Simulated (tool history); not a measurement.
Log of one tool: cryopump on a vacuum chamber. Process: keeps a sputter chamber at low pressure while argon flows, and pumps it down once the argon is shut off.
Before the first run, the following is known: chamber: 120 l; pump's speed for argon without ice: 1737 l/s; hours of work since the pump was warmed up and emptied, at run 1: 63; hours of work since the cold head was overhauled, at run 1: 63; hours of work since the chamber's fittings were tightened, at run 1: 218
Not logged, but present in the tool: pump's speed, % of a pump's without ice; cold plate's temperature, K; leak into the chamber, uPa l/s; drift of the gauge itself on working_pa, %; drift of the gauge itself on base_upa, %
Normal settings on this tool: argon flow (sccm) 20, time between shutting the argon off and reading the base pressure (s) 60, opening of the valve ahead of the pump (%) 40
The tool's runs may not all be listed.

run	hour	argon flow (sccm)	time between shutting the argon off and reading the base pressure (s)	opening of the valve ahead of the pump (%)	hours of work since the pump was warmed up and emptied	hours of work since the cold head was overhauled	hours of work since the chamber's fittings were tightened	pressure while argon flows (Pa)	pressure after the wait (uPa)
1	0	20	60	40	63	63	218	0.0497	0.82
2	15.3	20	60	40	73	73	227	0.0491	0.85
3	34.8	20	60	40	84	84	239	0.0488	0.91
4	50.8	20	60	51	94	94	249	0.0399	0.92
5	62.9	20	60	57	101	101	256	0.0363	0.9
6	86.4	20	60	40	115	115	270	0.0498	0.92
7	96.9	20	60	40	122	122	276	0.0503	0.96
8	113.7	20	60	40	132	132	286	0.05	0.95
9	132.6	20	60	40	143	143	298	0.0496	1.06
10	156.1	20	60	40	157	157	312	0.0498	1.06
11	175.3	20	60	40	169	169	323	0.0495	1.09
12	192.9	20	60	31	179	179	334	0.0634	1.08
13	215	20	60	31	193	193	347	0.064	1.11
14	234.2	20	60	30	204	204	359	0.0651	1.16
15	252.8	20	60	30	216	216	370	0.066	1.16
16	276.4	20	60	40	230	230	384	0.0505	1.17
17	291	20	60	40	238	238	393	0.0506	1.2
18	307.7	20	60	40	249	249	403	0.0517	1.24
19	331.9	20	77	38	263	263	418	0.0535	1.2
20	345.1	20	77	20	271	271	426	0.0984	1.19
21	369.9	20	77	20	286	286	441	0.0993	1.15
22	391.6	20	77	20	299	299	454	0.1004	1.26
23	414.2	9	77	20	313	313	467	0.044	1.27
24	434.2	9	46	20	325	325	479	0.0445	1.49
25	452.8	14	242	18	336	336	490	0.0775	1.14
26	464.7	32	60	33	343	343	498	0.0985	1.46
27	483.5	32	60	33	354	354	509	0.0983	1.46
28	502.1	16	101	35	365	365	520	0.0467	1.33
29	525.4	16	26	54	380	380	534	0.0302	1.92
30	539.3	9	58	40	388	388	543	0.0234	1.55
31	560.3	9	58	21	401	401	555	0.0421	1.54
32	580.9	23	58	19	413	413	568	0.1222	1.57
33	594.2	13	53	18	421	421	576	0.0728	1.62
34	617.8	13	60	15	435	435	590	0.0862	1.6
35	637.1	31	60	23	447	447	601	0.1377	1.68

Consider 3 possible next runs. They are alternatives, not a sequence: every one starts from the tool as it was left by run 35. What does each give?
A	661.5	17	60	16	461	461	616	?	?
B	661.5	22	202	32	461	461	616	?	?
C	661.5	10	37	39	461	461	616	?	?

run	pressure while argon flows (Pa)	pressure after the wait (uPa)
A	0.1061	1.63
B	0.0707	1.45
C	0.0274	1.88
Take away the tool's hidden state, keep each run's random variation, and the runs would have read:
run	pressure while argon flows (Pa)	pressure after the wait (uPa)
A	0.1031	0.46
B	0.0669	0.26
C	0.0256	0.69
